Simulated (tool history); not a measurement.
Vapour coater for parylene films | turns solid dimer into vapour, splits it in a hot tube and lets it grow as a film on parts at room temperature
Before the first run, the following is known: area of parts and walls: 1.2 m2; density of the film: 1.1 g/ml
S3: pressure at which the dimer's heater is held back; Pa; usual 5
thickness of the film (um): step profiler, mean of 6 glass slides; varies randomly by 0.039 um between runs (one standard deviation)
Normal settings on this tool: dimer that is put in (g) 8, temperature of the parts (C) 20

{"run": 1, "hour": 0.0, "dimer that is put in (g)": 8, "temperature of the parts (C)": 20, "S3": 5, "thickness of the film (um)": 4.22}
{"run": 2, "hour": 12.9, "dimer that is put in (g)": 8, "temperature of the parts (C)": 21, "S3": 5, "thickness of the film (um)": 4.04}
{"run": 3, "hour": 28.5, "dimer that is put in (g)": 8, "temperature of the parts (C)": 20, "S3": 5, "thickness of the film (um)": 4.2}
{"run": 4, "hour": 40.8, "dimer that is put in (g)": 8, "temperature of the parts (C)": 20, "S3": 5, "thickness of the film (um)": 4.2}
{"hour": 61.1, "done": "trap's valve overhauled"}
{"run": 5, "hour": 62.2, "dimer that is put in (g)": 8, "temperature of the parts (C)": 20, "S3": 5, "thickness of the film (um)": 4.31}
{"run": 6, "hour": 69.5, "dimer that is put in (g)": 3, "temperature of the parts (C)": 20, "S3": 5, "thickness of the film (um)": 1.62}
{"run": 7, "hour": 83.8, "dimer that is put in (g)": 8, "temperature of the parts (C)": 20, "S3": 2.23, "thickness of the film (um)": 4.38}
{"run": 8, "hour": 100.7, "dimer that is put in (g)": 8, "temperature of the parts (C)": 20, "S3": 2.23, "thickness of the film (um)": 4.37}
{"run": 9, "hour": 111.1, "dimer that is put in (g)": 8, "temperature of the parts (C)": 20, "S3": 2.23, "thickness of the film (um)": 4.39}
{"run": 10, "hour": 126.3, "dimer that is put in (g)": 8, "temperature of the parts (C)": 20, "S3": 2.23, "thickness of the film (um)": 4.41}
{"run": 11, "hour": 134.0, "dimer that is put in (g)": 8, "temperature of the parts (C)": 20, "S3": 5, "thickness of the film (um)": 4.21}
{"run": 12, "hour": 142.4, "dimer that is put in (g)": 11, "temperature of the parts (C)": 20, "S3": 5, "thickness of the film (um)": 5.96}
{"run": 13, "hour": 153.5, "dimer that is put in (g)": 11, "temperature of the parts (C)": 20, "S3": 5, "thickness of the film (um)": 5.83}
{"run": 14, "hour": 169.5, "dimer that is put in (g)": 11, "temperature of the parts (C)": 20, "S3": 5, "thickness of the film (um)": 5.8}
{"run": 15, "hour": 182.0, "dimer that is put in (g)": 11, "temperature of the parts (C)": 20, "S3": 5, "thickness of the film (um)": 5.79}
{"run": 16, "hour": 196.0, "dimer that is put in (g)": 8, "temperature of the parts (C)": 20, "S3": 4.24, "thickness of the film (um)": 4.26}
{"run": 17, "hour": 206.9, "dimer that is put in (g)": 8, "temperature of the parts (C)": 14, "S3": 5, "thickness of the film (um)": 5.42}
{"run": 18, "hour": 220.6, "dimer that is put in (g)": 8, "temperature of the parts (C)": 20, "S3": 5, "thickness of the film (um)": 4.26}
{"run": 19, "hour": 233.3, "dimer that is put in (g)": 8, "temperature of the parts (C)": 20, "S3": 5, "thickness of the film (um)": 4.27}
{"run": 20, "hour": 243.9, "dimer that is put in (g)": 8, "temperature of the parts (C)": 20, "S3": 5, "thickness of the film (um)": 4.25}
{"run": 21, "hour": 255.5, "dimer that is put in (g)": 8, "temperature of the parts (C)": 20, "S3": 5, "thickness of the film (um)": 4.21}
{"run": 22, "hour": 267.7, "dimer that is put in (g)": 8, "temperature of the parts (C)": 20, "S3": 5, "thickness of the film (um)": 4.23}
{"run": 23, "hour": 276.1, "dimer that is put in (g)": 8, "temperature of the parts (C)": 20, "S3": 5, "thickness of the film (um)": 4.18}

Run 24 has not been measured yet. What should we expect?
{"run": 24, "hour": 284.7, "dimer that is put in (g)": 10, "temperature of the parts (C)": 17, "S3": 4.77, "thickness of the film (um)": "?"}

{"run 24": {"thickness of the film (um)": 6.01}}
On a tool with no hidden condition, and with the same random variation, this run would have come out at thickness of the film (um) 6.03.
